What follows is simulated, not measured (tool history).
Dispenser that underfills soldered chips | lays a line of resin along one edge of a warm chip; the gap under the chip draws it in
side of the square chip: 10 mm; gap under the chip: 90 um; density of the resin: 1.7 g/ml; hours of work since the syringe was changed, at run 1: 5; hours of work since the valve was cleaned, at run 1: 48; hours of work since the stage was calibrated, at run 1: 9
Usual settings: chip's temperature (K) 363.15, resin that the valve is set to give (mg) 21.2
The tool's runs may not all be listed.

| run | hour | chip's temperature (K) | resin that the valve is set to give (mg) | hours of work since the syringe was changed | hours of work since the valve was cleaned | hours of work since the stage was calibrated | time until the resin shows at the far edge (s) | resin that the valve gave (mg) |
|---|---|---|---|---|---|---|---|---|
| 1 | 0 | 363.15 | 21.2 | 5 | 48 | 9 | 42.9 | 20.83 |
|  | 1 | new syringe of resin |
|  | 9 | dispensing valve cleaned and set on the balance |
| 2 | 9.9 | 363.15 | 21.2 | 5 | 1 | 14 | 43.7 | 21.24 |
|  | 11.2 | new syringe of resin |
|  | 20 | new syringe of resin |
| 3 | 20 | 348.15 | 21.2 | 0 | 6 | 20 | 57 | 21.23 |
| 4 | 25.8 | 348.15 | 21.2 | 4 | 10 | 24 | 77 | 21.14 |
|  | 28.8 | new syringe of resin |
| 5 | 33.3 | 363.15 | 21.2 | 3 | 15 | 28 | 35.1 | 21.04 |
|  | 38.2 | new syringe of resin |
| 6 | 43.4 | 358.15 | 21.2 | 3 | 21 | 34 | 45.7 | 21.01 |
|  | 47 | new syringe of resin |
| 7 | 51.7 | 358.15 | 21.2 | 3 | 26 | 39 | 45.7 | 21 |
|  | 55.6 | new syringe of resin |
| 8 | 57.7 | 350.15 | 21.2 | 1 | 29 | 43 | 56.8 | 20.87 |
| 9 | 62.6 | 350.15 | 21.2 | 4 | 32 | 46 | 74.6 | 20.85 |
|  | 64.9 | new syringe of resin |
| 10 | 70.3 | 350.15 | 21.2 | 3 | 37 | 51 | 69.3 | 20.89 |
|  | 73.6 | new syringe of resin |
| 11 | 75.4 | 350.15 | 21.2 | 1 | 40 | 54 | 56.8 | 20.79 |
|  | 82.3 | new syringe of resin |
| 12 | 85.8 | 363.15 | 24.8 | 2 | 46 | 60 | 32.7 | 24.22 |
|  | 91.1 | new syringe of resin |
| 13 | 94 | 374.15 | 19.9 | 2 | 51 | 65 | 20.9 | 19.58 |
|  | 97 | dispensing valve cleaned and set on the balance |
|  | 101 | new syringe of resin |
| 14 | 102.3 | 359.15 | 21.2 | 1 | 3 | 69 | 36.7 | 21.31 |
| 15 | 108.2 | 359.15 | 21.2 | 5 | 7 | 73 | 50.6 | 21.19 |
|  | 110.2 | new syringe of resin |
| 16 | 113.3 | 359.15 | 21.2 | 2 | 10 | 76 | 40.9 | 21.24 |
|  | 118.9 | new syringe of resin |
| 17 | 118.9 | 367.15 | 24.1 | 0 | 13 | 79 | 23.4 | 24.1 |
| 18 | 127.2 | 370.15 | 19.7 | 5 | 18 | 85 | 33 | 19.66 |
|  | 128.5 | new syringe of resin |
| 19 | 134.6 | 367.15 | 20.9 | 4 | 23 | 89 | 33.1 | 20.71 |
|  | 137.7 | new syringe of resin |
| 20 | 145 | 367.15 | 20.9 | 5 | 29 | 95 | 35.9 | 20.79 |
|  | 146.3 | new syringe of resin |
|  | 155.2 | new syringe of resin |
| 21 | 155.4 | 367.15 | 20.9 | 0 | 35 | 101 | 23.5 | 20.52 |
| 22 | 163.5 | 365.15 | 21.4 | 5 | 40 | 107 | 40.8 | 21.17 |
|  | 164.3 | new syringe of resin |
| 23 | 171.4 | 372.15 | 27.5 | 4 | 45 | 111 | 27.4 | 27.04 |

Hidden state at the last listed run before each entry between runs and at the first one after, where it differs:
Between runs 1 and 2: new syringe of resin (hour 1); dispensing valve cleaned and set on the balance (hour 9)
  resin's viscosity, % of fresh resin's: 147.8 -> 151.1; dose that the valve gives, % of what is set: 97.99 -> 99.86; true chip temperature over the reading, C: 0.15 -> 0.13
  measured less the result without the state, time until the resin shows at the far edge (s): +13.7 -> +14.6; resin that the valve gave (mg): -0.43 -> -0.03
Between runs 2 and 3: new syringe of resin (hour 11.2); new syringe of resin (hour 20)
  resin's viscosity, % of fresh resin's: 151.1 -> 99.6; dose that the valve gives, % of what is set: 99.86 -> 99.61; true chip temperature over the reading, C: 0.13 -> 0.12
  measured less the result without the state, time until the resin shows at the far edge (s): +14.6 -> -0.5; resin that the valve gave (mg): -0.03 -> -0.08
Between runs 4 and 5: new syringe of resin (hour 28.8)
  resin's viscosity, % of fresh resin's: 135.7 -> 127.5; dose that the valve gives, % of what is set: 99.47 -> 99.28; true chip temperature over the reading, C: 0.11 -> 0.1
  measured less the result without the state, time until the resin shows at the far edge (s): +20.1 -> +7.6; resin that the valve gave (mg): -0.11 -> -0.16
Between runs 5 and 6: new syringe of resin (hour 38.2)
  resin's viscosity, % of fresh resin's: 127.5 -> 130; dose that the valve gives, % of what is set: 99.28 -> 99; true chip temperature over the reading, C: 0.1 -> 0.08
  measured less the result without the state, time until the resin shows at the far edge (s): +7.6 -> +10.4; resin that the valve gave (mg): -0.16 -> -0.22
Between runs 6 and 7: new syringe of resin (hour 47)
  resin's viscosity, % of fresh resin's: 130 -> 128.2; dose that the valve gives, % of what is set: 99 -> 98.8; true chip temperature over the reading, C: 0.08 -> 0.07
  measured less the result without the state, time until the resin shows at the far edge (s): +10.4 -> +10.1; resin that the valve gave (mg): -0.22 -> -0.25
Between runs 7 and 8: new syringe of resin (hour 55.6)
  resin's viscosity, % of fresh resin's: 128.2 -> 110.4; dose that the valve gives, % of what is set: 98.8 -> 98.67; true chip temperature over the reading, C: 0.07 -> 0.06
  measured less the result without the state, time until the resin shows at the far edge (s): +10.1 -> +5.4; resin that the valve gave (mg): -0.25 -> -0.28
Between runs 9 and 10: new syringe of resin (hour 64.9)
  resin's viscosity, % of fresh resin's: 142.9 -> 132.7; dose that the valve gives, % of what is set: 98.54 -> 98.36; true chip temperature over the reading, C: 0.05 -> 0.04
  measured less the result without the state, time until the resin shows at the far edge (s): +22.3 -> +17.3; resin that the valve gave (mg): -0.31 -> -0.35
Between runs 10 and 11: new syringe of resin (hour 73.6)
  resin's viscosity, % of fresh resin's: 132.7 -> 108.2; dose that the valve gives, % of what is set: 98.36 -> 98.23; true chip temperature over the reading, C: 0.04 -> 0.03
  measured less the result without the state, time until the resin shows at the far edge (s): +17.3 -> +4.4; resin that the valve gave (mg): -0.35 -> -0.37
Between runs 11 and 12: new syringe of resin (hour 82.3)
  resin's viscosity, % of fresh resin's: 108.2 -> 117.6; dose that the valve gives, % of what is set: 98.23 -> 97.96; true chip temperature over the reading, C: 0.03 -> 0.01
  measured less the result without the state, time until the resin shows at the far edge (s): +4.4 -> +4.9; resin that the valve gave (mg): -0.37 -> -0.51
Between runs 12 and 13: new syringe of resin (hour 91.1)
  resin's viscosity, % of fresh resin's: 117.6 -> 113.5; dose that the valve gives, % of what is set: 97.96 -> 97.76; true chip temperature over the reading, C: 0.01 -> 0
  measured less the result without the state, time until the resin shows at the far edge (s): +4.9 -> +2.6; resin that the valve gave (mg): -0.51 -> -0.45
Between runs 13 and 14: dispensing valve cleaned and set on the balance (hour 97); new syringe of resin (hour 101)
  resin's viscosity, % of fresh resin's: 113.5 -> 107.4; dose that the valve gives, % of what is set: 97.76 -> 100.21; true chip temperature over the reading, C: 0 -> -0.01
  measured less the result without the state, time until the resin shows at the far edge (s): +2.6 -> +2.5; resin that the valve gave (mg): -0.45 -> +0.05
Between runs 15 and 16: new syringe of resin (hour 110.2)
  resin's viscosity, % of fresh resin's: 146.9 -> 117.5; dose that the valve gives, % of what is set: 100.07 -> 99.94; true chip temperature over the reading, C: -0.02 -> -0.03
  measured less the result without the state, time until the resin shows at the far edge (s): +16 -> +6.2; resin that the valve gave (mg): +0.02 -> -0.01
Between runs 16 and 17: new syringe of resin (hour 118.9)
  resin's viscosity, % of fresh resin's: 117.5 -> 98.5; dose that the valve gives, % of what is set: 99.94 -> 99.82; true chip temperature over the reading, C: -0.03 -> -0.04
  measured less the result without the state, time until the resin shows at the far edge (s): +6.2 -> -0.3; resin that the valve gave (mg): -0.01 -> -0.05
Between runs 18 and 19: new syringe of resin (hour 128.5)
  resin's viscosity, % of fresh resin's: 152.6 -> 137.3; dose that the valve gives, % of what is set: 99.61 -> 99.43; true chip temperature over the reading, C: -0.05 -> -0.06
  measured less the result without the state, time until the resin shows at the far edge (s): +11.3 -> +9; resin that the valve gave (mg): -0.07 -> -0.12
Between runs 19 and 20: new syringe of resin (hour 137.7)
  resin's viscosity, % of fresh resin's: 137.3 -> 146.7; dose that the valve gives, % of what is set: 99.43 -> 99.16; true chip temperature over the reading, C: -0.06 -> -0.08
  measured less the result without the state, time until the resin shows at the far edge (s): +9 -> +11.5; resin that the valve gave (mg): -0.12 -> -0.18
Between runs 20 and 21: new syringe of resin (hour 146.3); new syringe of resin (hour 155.2)
  resin's viscosity, % of fresh resin's: 146.7 -> 102; dose that the valve gives, % of what is set: 99.16 -> 98.91; true chip temperature over the reading, C: -0.08 -> -0.09
  measured less the result without the state, time until the resin shows at the far edge (s): +11.5 -> +0.7; resin that the valve gave (mg): -0.18 -> -0.23
Between runs 22 and 23: new syringe of resin (hour 164.3)
  resin's viscosity, % of fresh resin's: 156.4 -> 143.4; dose that the valve gives, % of what is set: 98.7 -> 98.5; true chip temperature over the reading, C: -0.11 -> -0.12
  measured less the result without the state, time until the resin shows at the far edge (s): +15.1 -> +8.4; resin that the valve gave (mg): -0.28 -> -0.41
